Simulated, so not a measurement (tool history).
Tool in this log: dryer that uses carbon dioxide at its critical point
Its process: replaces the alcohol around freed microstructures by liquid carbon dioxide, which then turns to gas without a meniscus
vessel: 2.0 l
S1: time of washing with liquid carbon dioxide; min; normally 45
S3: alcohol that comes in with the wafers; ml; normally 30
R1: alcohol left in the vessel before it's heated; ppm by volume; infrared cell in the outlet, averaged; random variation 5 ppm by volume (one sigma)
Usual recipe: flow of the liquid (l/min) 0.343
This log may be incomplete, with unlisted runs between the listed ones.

{"run": 1, "hour": 0.0, "S1": 45, "flow of the liquid (l/min)": 0.343, "S3": 30, "R1": 118}
{"run": 2, "hour": 46.0, "S1": 45, "flow of the liquid (l/min)": 0.343, "S3": 30, "R1": 123}
{"run": 3, "hour": 104.6, "S1": 45, "flow of the liquid (l/min)": 0.343, "S3": 30, "R1": 145}
{"run": 4, "hour": 164.9, "S1": 45, "flow of the liquid (l/min)": 0.343, "S3": 30, "R1": 135}
{"run": 5, "hour": 197.8, "S1": 45, "flow of the liquid (l/min)": 0.343, "S3": 30, "R1": 140}
{"run": 6, "hour": 258.3, "S1": 45, "flow of the liquid (l/min)": 0.343, "S3": 30, "R1": 163}
{"run": 7, "hour": 310.9, "S1": 45, "flow of the liquid (l/min)": 0.343, "S3": 78, "R1": 238}
{"run": 8, "hour": 368.7, "S1": 45, "flow of the liquid (l/min)": 0.343, "S3": 78, "R1": 262}
{"run": 9, "hour": 412.4, "S1": 45, "flow of the liquid (l/min)": 0.402, "S3": 30, "R1": 127}
{"run": 10, "hour": 458.7, "S1": 45, "flow of the liquid (l/min)": 0.402, "S3": 30, "R1": 133}
{"hour": 474.1, "done": "inlet filter changed"}
{"run": 11, "hour": 493.4, "S1": 45, "flow of the liquid (l/min)": 0.402, "S3": 30, "R1": 121}
{"run": 12, "hour": 532.3, "S1": 45, "flow of the liquid (l/min)": 0.402, "S3": 30, "R1": 129}
{"run": 13, "hour": 573.3, "S1": 45, "flow of the liquid (l/min)": 0.349, "S3": 30, "R1": 154}
{"run": 14, "hour": 603.1, "S1": 45, "flow of the liquid (l/min)": 0.349, "S3": 30, "R1": 150}
{"run": 15, "hour": 660.0, "S1": 45, "flow of the liquid (l/min)": 0.343, "S3": 23, "R1": 146}
{"run": 16, "hour": 694.5, "S1": 45, "flow of the liquid (l/min)": 0.343, "S3": 30, "R1": 160}
{"run": 17, "hour": 737.4, "S1": 45, "flow of the liquid (l/min)": 0.377, "S3": 30, "R1": 150}
{"hour": 804.9, "done": "purifier's bed changed"}
{"run": 18, "hour": 806.7, "S1": 45, "flow of the liquid (l/min)": 0.377, "S3": 30, "R1": 31}
{"run": 19, "hour": 874.8, "S1": 45, "flow of the liquid (l/min)": 0.377, "S3": 30, "R1": 39}
{"run": 20, "hour": 925.9, "S1": 45, "flow of the liquid (l/min)": 0.377, "S3": 30, "R1": 42}
{"hour": 948.2, "done": "inlet filter changed"}
{"run": 21, "hour": 975.4, "S1": 45, "flow of the liquid (l/min)": 0.377, "S3": 30, "R1": 43}
{"run": 22, "hour": 1035.1, "S1": 45, "flow of the liquid (l/min)": 0.377, "S3": 30, "R1": 38}
{"run": 23, "hour": 1091.6, "S1": 45, "flow of the liquid (l/min)": 0.377, "S3": 30, "R1": 39}
{"run": 24, "hour": 1152.8, "S1": 31, "flow of the liquid (l/min)": 0.358, "S3": 24, "R1": 205}
{"run": 25, "hour": 1198.4, "S1": 70, "flow of the liquid (l/min)": 0.451, "S3": 75, "R1": 26}
{"run": 26, "hour": 1255.1, "S1": 70, "flow of the liquid (l/min)": 0.451, "S3": 75, "R1": 30}
{"run": 27, "hour": 1310.8, "S1": 44, "flow of the liquid (l/min)": 0.235, "S3": 30, "R1": 373}
{"run": 28, "hour": 1347.4, "S1": 44, "flow of the liquid (l/min)": 0.235, "S3": 30, "R1": 392}
{"run": 29, "hour": 1381.2, "S1": 70, "flow of the liquid (l/min)": 0.235, "S3": 30, "R1": 80}
{"hour": 1420.0, "done": "inlet filter changed"}
{"run": 30, "hour": 1436.9, "S1": 70, "flow of the liquid (l/min)": 0.235, "S3": 30, "R1": 62}
{"run": 31, "hour": 1466.7, "S1": 54, "flow of the liquid (l/min)": 0.229, "S3": 30, "R1": 167}
{"run": 32, "hour": 1512.8, "S1": 45, "flow of the liquid (l/min)": 0.245, "S3": 100, "R1": 751}
{"run": 33, "hour": 1580.2, "S1": 37, "flow of the liquid (l/min)": 0.256, "S3": 60, "R1": 869}
{"run": 34, "hour": 1631.2, "S1": 37, "flow of the liquid (l/min)": 0.256, "S3": 60, "R1": 937}
{"run": 35, "hour": 1665.4, "S1": 64, "flow of the liquid (l/min)": 0.343, "S3": 30, "R1": 64}
{"run": 36, "hour": 1733.3, "S1": 65, "flow of the liquid (l/min)": 0.436, "S3": 30, "R1": 51}
{"run": 37, "hour": 1799.3, "S1": 45, "flow of the liquid (l/min)": 0.23, "S3": 41, "R1": 542}
{"run": 38, "hour": 1839.6, "S1": 51, "flow of the liquid (l/min)": 0.23, "S3": 41, "R1": 361}
{"hour": 1892.1, "done": "inlet filter changed"}
{"run": 39, "hour": 1900.9, "S1": 51, "flow of the liquid (l/min)": 0.23, "S3": 41, "R1": 274}
{"run": 40, "hour": 1964.1, "S1": 69, "flow of the liquid (l/min)": 0.345, "S3": 51, "R1": 65}
{"run": 41, "hour": 2027.0, "S1": 47, "flow of the liquid (l/min)": 0.388, "S3": 51, "R1": 85}
{"run": 42, "hour": 2064.7, "S1": 57, "flow of the liquid (l/min)": 0.388, "S3": 46, "R1": 72}
{"run": 43, "hour": 2115.3, "S1": 57, "flow of the liquid (l/min)": 0.388, "S3": 46, "R1": 83}
{"run": 44, "hour": 2176.9, "S1": 57, "flow of the liquid (l/min)": 0.388, "S3": 46, "R1": 77}
{"run": 45, "hour": 2229.2, "S1": 45, "flow of the liquid (l/min)": 0.263, "S3": 31, "R1": 281}
{"run": 46, "hour": 2272.2, "S1": 45, "flow of the liquid (l/min)": 0.221, "S3": 26, "R1": 423}

Forecast each of these 3 alternatives for the next run:
{"run": "A", "hour": 2325.3, "S1": 43, "flow of the liquid (l/min)": 0.291, "S3": 56, "R1": "?"}
{"run": "B", "hour": 2325.3, "S1": 43, "flow of the liquid (l/min)": 0.561, "S3": 30, "R1": "?"}
{"run": "C", "hour": 2325.3, "S1": 56, "flow of the liquid (l/min)": 0.321, "S3": 26, "R1": "?"}

run=A R1=400
run=B R1=75
run=C R1=99
What these runs would have given with no unlogged condition in the tool:
run=A R1=215
run=B R1=0
run=C R1=14
